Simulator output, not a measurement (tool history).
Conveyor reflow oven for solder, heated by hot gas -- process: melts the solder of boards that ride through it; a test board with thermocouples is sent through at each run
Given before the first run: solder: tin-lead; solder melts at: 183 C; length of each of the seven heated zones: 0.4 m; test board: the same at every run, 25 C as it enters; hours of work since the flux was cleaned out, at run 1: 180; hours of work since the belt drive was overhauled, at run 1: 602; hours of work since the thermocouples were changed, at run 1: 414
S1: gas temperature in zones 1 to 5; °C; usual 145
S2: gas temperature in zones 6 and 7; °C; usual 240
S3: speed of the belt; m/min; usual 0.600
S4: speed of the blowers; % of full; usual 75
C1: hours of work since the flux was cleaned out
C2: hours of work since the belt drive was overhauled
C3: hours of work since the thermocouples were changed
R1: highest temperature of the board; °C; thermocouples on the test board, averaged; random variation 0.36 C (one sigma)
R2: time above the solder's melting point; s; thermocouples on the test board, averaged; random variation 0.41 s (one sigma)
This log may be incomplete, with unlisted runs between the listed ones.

{"run": 1, "hour": 0.0, "S1": 145, "S2": 240, "S3": 0.6, "S4": 75, "C1": 180, "C2": 602, "C3": 414, "R1": 222.8, "R2": 66.5}
{"run": 2, "hour": 67.4, "S1": 145, "S2": 240, "S3": 0.6, "S4": 75, "C1": 213, "C2": 635, "C3": 447, "R1": 222.9, "R2": 66.1}
{"run": 3, "hour": 127.9, "S1": 145, "S2": 240, "S3": 0.6, "S4": 75, "C1": 243, "C2": 665, "C3": 476, "R1": 221.9, "R2": 67.0}
{"run": 4, "hour": 179.5, "S1": 145, "S2": 240, "S3": 0.6, "S4": 75, "C1": 268, "C2": 690, "C3": 501, "R1": 222.6, "R2": 66.0}
{"run": 5, "hour": 275.1, "S1": 145, "S2": 240, "S3": 0.6, "S4": 75, "C1": 315, "C2": 736, "C3": 548, "R1": 222.7, "R2": 66.1}
{"run": 6, "hour": 320.0, "S1": 145, "S2": 240, "S3": 0.6, "S4": 75, "C1": 337, "C2": 758, "C3": 570, "R1": 222.6, "R2": 66.6}
{"run": 7, "hour": 367.4, "S1": 142, "S2": 240, "S3": 0.6, "S4": 75, "C1": 360, "C2": 781, "C3": 593, "R1": 222.5, "R2": 64.7}
{"run": 8, "hour": 423.4, "S1": 142, "S2": 240, "S3": 0.6, "S4": 75, "C1": 387, "C2": 809, "C3": 620, "R1": 222.2, "R2": 64.9}
{"hour": 486.0, "done": "flux residue cleaned out of gas plates and filters"}
{"run": 9, "hour": 522.6, "S1": 145, "S2": 250, "S3": 0.6, "S4": 75, "C1": 18, "C2": 855, "C3": 666, "R1": 231.3, "R2": 71.2}
{"run": 10, "hour": 619.7, "S1": 145, "S2": 250, "S3": 0.6, "S4": 75, "C1": 65, "C2": 902, "C3": 714, "R1": 231.1, "R2": 71.4}
{"run": 11, "hour": 693.4, "S1": 145, "S2": 250, "S3": 0.6, "S4": 75, "C1": 101, "C2": 938, "C3": 749, "R1": 231.5, "R2": 72.0}
{"run": 12, "hour": 751.7, "S1": 145, "S2": 250, "S3": 0.6, "S4": 77, "C1": 130, "C2": 966, "C3": 778, "R1": 231.5, "R2": 72.4}
{"run": 13, "hour": 807.9, "S1": 145, "S2": 244, "S3": 0.6, "S4": 75, "C1": 157, "C2": 994, "C3": 805, "R1": 226.0, "R2": 68.5}
{"run": 14, "hour": 897.0, "S1": 145, "S2": 244, "S3": 0.605, "S4": 75, "C1": 200, "C2": 1037, "C3": 849, "R1": 226.2, "R2": 68.5}
{"run": 15, "hour": 962.8, "S1": 132, "S2": 240, "S3": 0.69, "S4": 75, "C1": 233, "C2": 1069, "C3": 881, "R1": 215.4, "R2": 46.8}
{"run": 16, "hour": 1003.8, "S1": 132, "S2": 240, "S3": 0.69, "S4": 75, "C1": 253, "C2": 1089, "C3": 901, "R1": 216.0, "R2": 47.7}
{"run": 17, "hour": 1060.4, "S1": 132, "S2": 240, "S3": 0.69, "S4": 75, "C1": 280, "C2": 1117, "C3": 928, "R1": 214.4, "R2": 47.7}
{"run": 18, "hour": 1121.4, "S1": 141, "S2": 240, "S3": 0.6, "S4": 75, "C1": 310, "C2": 1147, "C3": 958, "R1": 222.0, "R2": 64.5}
{"run": 19, "hour": 1161.4, "S1": 134, "S2": 240, "S3": 0.687, "S4": 55, "C1": 329, "C2": 1166, "C3": 978, "R1": 210.5, "R2": 43.2}

Branching from run 19: 4 alternative next runs. What would each branch give?
{"run": "A", "hour": 1211.2, "S1": 159, "S2": 240, "S3": 0.523, "S4": 55, "C1": 354, "C2": 1190, "C3": 1002, "R1": "?", "R2": "?"}
{"run": "B", "hour": 1211.2, "S1": 147, "S2": 240, "S3": 0.592, "S4": 66, "C1": 354, "C2": 1190, "C3": 1002, "R1": "?", "R2": "?"}
{"run": "C", "hour": 1211.2, "S1": 140, "S2": 240, "S3": 0.687, "S4": 55, "C1": 354, "C2": 1190, "C3": 1002, "R1": "?", "R2": "?"}
{"run": "D", "hour": 1211.2, "S1": 141, "S2": 253, "S3": 0.6, "S4": 75, "C1": 354, "C2": 1190, "C3": 1002, "R1": "?", "R2": "?"}

run=A R1=225.2 R2=85.9
run=B R1=221.9 R2=67.4
run=C R1=211.7 R2=47.1
run=D R1=233.2 R2=70.8
Without the tool's hidden state the same runs would have given:
run=A R1=225.1 R2=85.7
run=B R1=221.7 R2=67.1
run=C R1=211.5 R2=46.9
run=D R1=233.0 R2=70.6

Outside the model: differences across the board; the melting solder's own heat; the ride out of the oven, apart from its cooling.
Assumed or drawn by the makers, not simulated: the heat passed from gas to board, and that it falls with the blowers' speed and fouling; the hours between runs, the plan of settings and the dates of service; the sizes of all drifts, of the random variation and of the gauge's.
